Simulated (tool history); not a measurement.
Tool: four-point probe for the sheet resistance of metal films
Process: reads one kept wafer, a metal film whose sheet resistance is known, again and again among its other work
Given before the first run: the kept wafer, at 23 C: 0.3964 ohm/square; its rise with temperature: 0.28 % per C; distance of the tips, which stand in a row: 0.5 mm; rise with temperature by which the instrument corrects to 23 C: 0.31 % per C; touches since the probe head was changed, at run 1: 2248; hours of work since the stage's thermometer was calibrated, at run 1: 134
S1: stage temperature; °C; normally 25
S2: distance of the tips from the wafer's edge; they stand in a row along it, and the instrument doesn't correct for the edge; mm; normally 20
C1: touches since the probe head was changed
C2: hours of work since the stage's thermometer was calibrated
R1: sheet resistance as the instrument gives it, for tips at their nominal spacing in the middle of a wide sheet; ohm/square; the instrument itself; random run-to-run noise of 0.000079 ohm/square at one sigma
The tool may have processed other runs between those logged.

Run 1, hour 0: usual settings; C1 2248; C2 134. Result: R1 0.396304 ohm/square.
Run 2, hour 22.9: usual settings; C1 2834; C2 144. Result: R1 0.39637 ohm/square.
Run 3, hour 40.8: usual settings; C1 3292; C2 152. Result: R1 0.396329 ohm/square.
Run 4, hour 51.8: usual settings; C1 3574; C2 156. Result: R1 0.396437 ohm/square.
Run 5, hour 73.4: usual settings; C1 4125; C2 166. Result: R1 0.396311 ohm/square.
Run 6, hour 84.3: usual settings; C1 4404; C2 171. Result: R1 0.396291 ohm/square.
Run 7, hour 106.4: usual settings; C1 4970; C2 180. Result: R1 0.396346 ohm/square.
Run 8, hour 121.6: usual settings but S1 19 °C, S2 70 mm; C1 5357; C2 187. Result: R1 0.39693 ohm/square.
Run 9, hour 140: usual settings but S1 19 °C, S2 70 mm; C1 5827; C2 195. Result: R1 0.396761 ohm/square.
Run 10, hour 151: usual settings but S1 31 °C, S2 14 mm; C1 6110; C2 199. Result: R1 0.39572 ohm/square.
Run 11, hour 163.8: usual settings but S1 31 °C, S2 14 mm; C1 6436; C2 205. Result: R1 0.395781 ohm/square.
Run 12, hour 186.3: usual settings but S2 8 mm; C1 7011; C2 215. Result: R1 0.396979 ohm/square.
Run 13, hour 204.6: usual settings but S1 28 °C, S2 31 mm; C1 7479; C2 223. Result: R1 0.395912 ohm/square.
Run 14, hour 220.4: usual settings but S2 12 mm; C1 7884; C2 230. Result: R1 0.396623 ohm/square.

3 ways to go on from here, each from the tool as it stands after run 14. What would each give?
Run A, hour 235.2: usual settings but S1 29 °C, S2 13 mm; C1 8263; C2 236. Result: R1 ?.
Run B, hour 235.2: usual settings but S1 34 °C, S2 64 mm; C1 8263; C2 236. Result: R1 ?.
Run C, hour 235.2: usual settings but S1 20 °C, S2 69 mm; C1 8263; C2 236. Result: R1 ?.

run        R1
  A  0.395963
  B  0.395115
  C  0.396742
Take away the tool's hidden state, keep each run's random variation, and the runs would have read:
run        R1
  A  0.395948
  B    0.3951
  C  0.396726
